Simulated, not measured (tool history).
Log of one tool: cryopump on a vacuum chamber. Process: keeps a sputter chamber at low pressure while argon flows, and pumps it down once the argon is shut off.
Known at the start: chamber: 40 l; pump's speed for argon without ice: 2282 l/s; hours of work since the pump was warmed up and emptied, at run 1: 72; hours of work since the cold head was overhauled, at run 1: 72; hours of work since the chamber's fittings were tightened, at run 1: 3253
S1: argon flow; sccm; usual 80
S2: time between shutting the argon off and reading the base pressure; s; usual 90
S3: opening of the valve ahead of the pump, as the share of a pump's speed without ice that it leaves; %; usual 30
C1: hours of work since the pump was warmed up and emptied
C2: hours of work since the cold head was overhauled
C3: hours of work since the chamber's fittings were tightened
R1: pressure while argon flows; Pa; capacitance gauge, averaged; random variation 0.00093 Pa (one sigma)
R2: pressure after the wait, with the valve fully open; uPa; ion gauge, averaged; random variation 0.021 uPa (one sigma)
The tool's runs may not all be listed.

run   hour   S1   S2  S3   C1   C2    C3      R1    R2
  1      0   80   90  30   72   72  3253     0.2  0.87
  2   14.8   80   90  32   78   78  3259  0.1882  0.88
  3   28.5   80   90  32   84   84  3265  0.1899  0.89
  4   35.2   80   90  32   87   87  3268  0.1887  0.86
  5   50.9   40   90  30   93   93  3274  0.1007   0.9
  6   62.9   40   90  30   98   98  3279     0.1  0.92
  7   77.4  138   90  30  104  104  3285  0.3463  0.89
  8   92.1   80  158  30  110  110  3291  0.2019  0.74
  9   98.6   80   90  18  113  113  3294  0.3341  0.86
 10  105.5   80   90  18  116  116  3297  0.3309   0.9
 11  118.7   73   90  30  121  121  3302   0.184  0.91
 12  131.3   80   90  30  126  126  3307  0.2012  0.89
 13  143.4   80   90  30  131  131  3312  0.2013  0.91
 14  154.3   80   90  30  136  136  3317   0.203  0.93
 15  168.9   80   90  30  142  142  3323  0.2022  0.89
 16  177.1   80   90  34  145  145  3326  0.1797  0.86
 17  185.2   80   90  34  149  149  3330  0.1781   0.9
 18  196.2  123   90  57  153  153  3334   0.168  0.91
 19  206.5  123   90  57  157  157  3338  0.1689  0.87
 20  218.9  123   90  57  163  163  3344  0.1691  0.91
 21  234.5   80   90  57  169  169  3350  0.1101  0.91
 22  249.4   80   90  57  175  175  3356  0.1088  0.93
 23  264.2   80   26  57  181  181  3362  0.1099  1.65
 24  271.7   80   27  35  184  184  3365   0.175  1.65
 25  278.8   80   27  35  187  187  3368  0.1752  1.66
     283.1  -- leaking fittings of the chamber tightened, without venting
 26  293.5   80   27  35  193  193     4  0.1767  1.18
 27  305.9   76   27  56  198  198     9  0.1053  1.28
 28    313   62   42  29  201  201    12   0.164  0.89
 29  323.9  136  175  18  205  205    17  0.5691  0.32
 30  339.2   64   48  48  211  211    23  0.1046  0.78
 31  353.5   43   21  58  217  217    29  0.0585   1.5
 32  366.5   43   21  58  223  223    34  0.0596  1.51
 33  376.9   43   75  58  227  227    39  0.0588  0.53
 34  388.7   43   75  58  232  232    44  0.0582  0.56

Forecast each of these 3 alternatives for the next run:
  A  400.7  88   75  58  237  237  49   ?   ?
  B  400.7  43   25  38  237  237  49   ?   ?
  C  400.7  53  257  30  237  237  49   ?   ?

run      R1    R2
  A  0.1211  0.57
  B  0.0872  1.31
  C  0.1362  0.29
Without the tool's hidden state the same runs would have given:
run      R1    R2
  A  0.1121   0.5
  B  0.0829  1.25
  C  0.1308  0.23
